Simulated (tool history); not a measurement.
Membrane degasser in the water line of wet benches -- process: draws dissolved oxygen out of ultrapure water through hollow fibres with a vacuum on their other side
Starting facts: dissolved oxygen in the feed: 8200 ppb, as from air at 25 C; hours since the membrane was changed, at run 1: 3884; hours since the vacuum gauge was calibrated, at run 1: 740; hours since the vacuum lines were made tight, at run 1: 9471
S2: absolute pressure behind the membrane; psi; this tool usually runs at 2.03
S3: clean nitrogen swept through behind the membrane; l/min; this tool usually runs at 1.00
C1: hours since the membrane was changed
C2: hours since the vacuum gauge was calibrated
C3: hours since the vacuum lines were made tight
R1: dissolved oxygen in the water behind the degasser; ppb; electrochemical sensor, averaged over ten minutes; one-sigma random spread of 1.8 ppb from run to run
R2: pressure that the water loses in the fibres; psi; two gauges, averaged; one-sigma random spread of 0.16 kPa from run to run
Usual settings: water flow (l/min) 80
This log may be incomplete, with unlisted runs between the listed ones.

run 1 hour=0.0 | water_flow_(l/min)=80 S2=2.03 S3=1.00 | C1=3884 C2=740 C3=9471 | R1=1290.6 R2=7.556
run 2 hour=248.4 | water_flow_(l/min)=80 S2=2.03 S3=0.43 | C1=4133 C2=988 C3=9720 | R1=2021.3 R2=7.567
run 3 hour=414.5 | water_flow_(l/min)=80 S2=2.03 S3=0.43 | C1=4299 C2=1154 C3=9886 | R1=2020.5 R2=7.541
run 4 hour=612.2 | water_flow_(l/min)=80 S2=2.84 S3=1.00 | C1=4497 C2=1352 C3=10084 | R1=1847.5 R2=7.541
run 5 hour=883.6 | water_flow_(l/min)=80 S2=2.03 S3=1.00 | C1=4768 C2=1623 C3=10355 | R1=1298.2 R2=7.600
run 6 hour=1101.3 | water_flow_(l/min)=80 S2=2.03 S3=1.00 | C1=4986 C2=1841 C3=10573 | R1=1296.8 R2=7.601
run 7 hour=1303.5 | water_flow_(l/min)=80 S2=2.03 S3=1.00 | C1=5188 C2=2043 C3=10775 | R1=1299.0 R2=7.572
run 8 hour=1538.9 | water_flow_(l/min)=80 S2=2.03 S3=1.00 | C1=5423 C2=2278 C3=11010 | R1=1298.3 R2=7.571
run 9 hour=1791.7 | water_flow_(l/min)=80 S2=2.03 S3=1.00 | C1=5676 C2=2531 C3=11263 | R1=1301.5 R2=7.564
run 10 hour=2093.2 | water_flow_(l/min)=80 S2=2.03 S3=1.00 | C1=5977 C2=2833 C3=11564 | R1=1301.9 R2=7.616
-- hour=2150.5 seals of the vacuum lines changed
run 11 hour=2377.3 | water_flow_(l/min)=80 S2=2.03 S3=1.00 | C1=6260 C2=3115 C3=227 | R1=1307.9 R2=7.590
run 12 hour=2687.4 | water_flow_(l/min)=80 S2=2.03 S3=1.00 | C1=6570 C2=3425 C3=537 | R1=1310.4 R2=7.632
run 13 hour=2847.7 | water_flow_(l/min)=80 S2=2.76 S3=1.00 | C1=6730 C2=3585 C3=697 | R1=1800.5 R2=7.596
run 14 hour=3148.4 | water_flow_(l/min)=80 S2=2.76 S3=1.00 | C1=7031 C2=3886 C3=998 | R1=1805.7 R2=7.603
run 15 hour=3310.3 | water_flow_(l/min)=80 S2=2.76 S3=1.00 | C1=7193 C2=4048 C3=1160 | R1=1807.7 R2=7.642
run 16 hour=3480.2 | water_flow_(l/min)=80 S2=2.03 S3=1.00 | C1=7362 C2=4218 C3=1330 | R1=1315.1 R2=7.635
run 17 hour=3620.7 | water_flow_(l/min)=116 S2=3.26 S3=0.99 | C1=7503 C2=4358 C3=1470 | R1=2628.1 R2=11.092
run 18 hour=3780.0 | water_flow_(l/min)=56 S2=3.26 S3=0.99 | C1=7662 C2=4518 C3=1629 | R1=1710.0 R2=5.365
run 19 hour=4079.2 | water_flow_(l/min)=86 S2=2.03 S3=2.86 | C1=7961 C2=4817 C3=1929 | R1=662.5 R2=8.221
run 20 hour=4269.2 | water_flow_(l/min)=86 S2=2.03 S3=2.86 | C1=8152 C2=5007 C3=2119 | R1=663.4 R2=8.285
run 21 hour=4428.3 | water_flow_(l/min)=124 S2=3.67 S3=2.02 | C1=8311 C2=5166 C3=2278 | R1=2051.7 R2=11.879
run 22 hour=4581.8 | water_flow_(l/min)=124 S2=3.67 S3=2.02 | C1=8464 C2=5319 C3=2431 | R1=2044.4 R2=11.884
run 23 hour=4727.6 | water_flow_(l/min)=126 S2=3.67 S3=1.68 | C1=8610 C2=5465 C3=2577 | R1=2309.2 R2=12.087
run 24 hour=4885.3 | water_flow_(l/min)=73 S2=2.71 S3=0.45 | C1=8768 C2=5623 C3=2735 | R1=2593.0 R2=6.984
run 25 hour=5052.5 | water_flow_(l/min)=72 S2=2.03 S3=0.48 | C1=8935 C2=5790 C3=2902 | R1=1868.3 R2=6.897
run 26 hour=5190.0 | water_flow_(l/min)=67 S2=2.03 S3=2.33 | C1=9072 C2=5928 C3=3040 | R1=637.2 R2=6.460
run 27 hour=5432.8 | water_flow_(l/min)=73 S2=2.03 S3=2.42 | C1=9315 C2=6170 C3=3282 | R1=664.9 R2=6.998
run 28 hour=5638.3 | water_flow_(l/min)=73 S2=2.03 S3=2.42 | C1=9521 C2=6376 C3=3488 | R1=663.3 R2=7.014
-- hour=5839.5 vacuum gauge calibrated
run 29 hour=5926.9 | water_flow_(l/min)=75 S2=3.70 S3=0.90 | C1=9809 C2=87 C3=3776 | R1=2404.4 R2=7.274
run 30 hour=6140.8 | water_flow_(l/min)=75 S2=3.70 S3=0.90 | C1=10023 C2=301 C3=3990 | R1=2412.5 R2=7.211
run 31 hour=6453.2 | water_flow_(l/min)=80 S2=3.84 S3=0.60 | C1=10335 C2=614 C3=4302 | R1=3162.1 R2=7.754
run 32 hour=6768.1 | water_flow_(l/min)=55 S2=1.51 S3=2.79 | C1=10650 C2=929 C3=4617 | R1=310.7 R2=5.348

3 ways to go on from here, each from the tool as it stands after run 32. What would each give?
run A hour=6967.3 | water_flow_(l/min)=84 S2=2.18 S3=2.79 | C1=10849 C2=1128 C3=4816 | R1=? R2=?
run B hour=6967.3 | water_flow_(l/min)=55 S2=1.51 S3=1.71 | C1=10849 C2=1128 C3=4816 | R1=? R2=?
run C hour=6967.3 | water_flow_(l/min)=66 S2=2.03 S3=1.00 | C1=10849 C2=1128 C3=4816 | R1=? R2=?

run=A R1=706.7 R2=8.153
run=B R1=466.7 R2=5.330
run=C R1=1144.9 R2=6.377
Without the tool's unlogged condition, the same runs would have read:
run=A R1=700.1 R2=7.802
run=B R1=461.2 R2=5.100
run=C R1=1137.8 R2=6.100
